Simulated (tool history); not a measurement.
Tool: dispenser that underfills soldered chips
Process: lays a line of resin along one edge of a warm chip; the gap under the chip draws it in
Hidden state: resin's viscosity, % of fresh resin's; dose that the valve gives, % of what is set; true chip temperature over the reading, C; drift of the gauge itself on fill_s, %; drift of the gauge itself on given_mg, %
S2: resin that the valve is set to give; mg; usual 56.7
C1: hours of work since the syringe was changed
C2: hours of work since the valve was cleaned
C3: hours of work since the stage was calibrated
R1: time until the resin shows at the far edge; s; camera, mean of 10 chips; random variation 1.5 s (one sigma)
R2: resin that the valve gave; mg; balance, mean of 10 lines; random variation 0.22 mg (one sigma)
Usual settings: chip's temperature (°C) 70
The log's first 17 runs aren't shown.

{"day": 6.317, "done": "new syringe of resin"}
{"run": 18, "day": 6.662, "chip's temperature (°C)": 70, "S2": 48.7, "C1": 6, "C2": 26, "C3": 264, "R1": 174.1, "R2": 48.31}
{"day": 6.712, "done": "new syringe of resin"}
{"day": 7.121, "done": "new syringe of resin"}
{"run": 19, "day": 7.138, "chip's temperature (°C)": 70, "S2": 48.7, "C1": 0, "C2": 34, "C3": 271, "R1": 135.6, "R2": 47.91}
{"day": 7.5, "done": "new syringe of resin"}
{"run": 20, "day": 7.558, "chip's temperature (°C)": 78, "S2": 54.1, "C1": 1, "C2": 40, "C3": 278, "R1": 92.5, "R2": 53.45}
{"day": 7.896, "done": "new syringe of resin"}
{"run": 21, "day": 7.967, "chip's temperature (°C)": 78, "S2": 54.1, "C1": 1, "C2": 47, "C3": 285, "R1": 94.3, "R2": 52.86}
{"day": 8.296, "done": "new syringe of resin"}
{"run": 22, "day": 8.346, "chip's temperature (°C)": 57, "S2": 70.5, "C1": 1, "C2": 53, "C3": 291, "R1": 265.8, "R2": 68.69}
{"day": 8.458, "done": "dispensing valve cleaned and set on the balance"}
{"run": 23, "day": 8.583, "chip's temperature (°C)": 57, "S2": 70.5, "C1": 4, "C2": 2, "C3": 294, "R1": 302.9, "R2": 70.18}
{"day": 8.742, "done": "new syringe of resin"}
{"run": 24, "day": 9.058, "chip's temperature (°C)": 73, "S2": 54.8, "C1": 5, "C2": 10, "C3": 302, "R1": 138.1, "R2": 54.48}
{"day": 9.15, "done": "new syringe of resin"}
{"run": 25, "day": 9.392, "chip's temperature (°C)": 73, "S2": 54.8, "C1": 4, "C2": 15, "C3": 307, "R1": 134.9, "R2": 54.55}
{"day": 9.533, "done": "new syringe of resin"}
{"run": 26, "day": 9.779, "chip's temperature (°C)": 70, "S2": 61.2, "C1": 4, "C2": 21, "C3": 313, "R1": 153.1, "R2": 60.74}
{"day": 9.925, "done": "new syringe of resin"}
{"run": 27, "day": 10.033, "chip's temperature (°C)": 76, "S2": 52.8, "C1": 2, "C2": 25, "C3": 317, "R1": 103.8, "R2": 52.2}

Run 28 comes next. What will it give?
{"day": 10.317, "done": "new syringe of resin"}
{"run": 28, "day": 10.512, "chip's temperature (°C)": 81, "S2": 57.9, "C1": 3, "C2": 33, "C3": 325, "R1": "?", "R2": "?"}

R1: 82.6 s
R2: 57.37 mg
Without the tool's hidden state the same run would have given R1 80.4 s, R2 58.1 mg.

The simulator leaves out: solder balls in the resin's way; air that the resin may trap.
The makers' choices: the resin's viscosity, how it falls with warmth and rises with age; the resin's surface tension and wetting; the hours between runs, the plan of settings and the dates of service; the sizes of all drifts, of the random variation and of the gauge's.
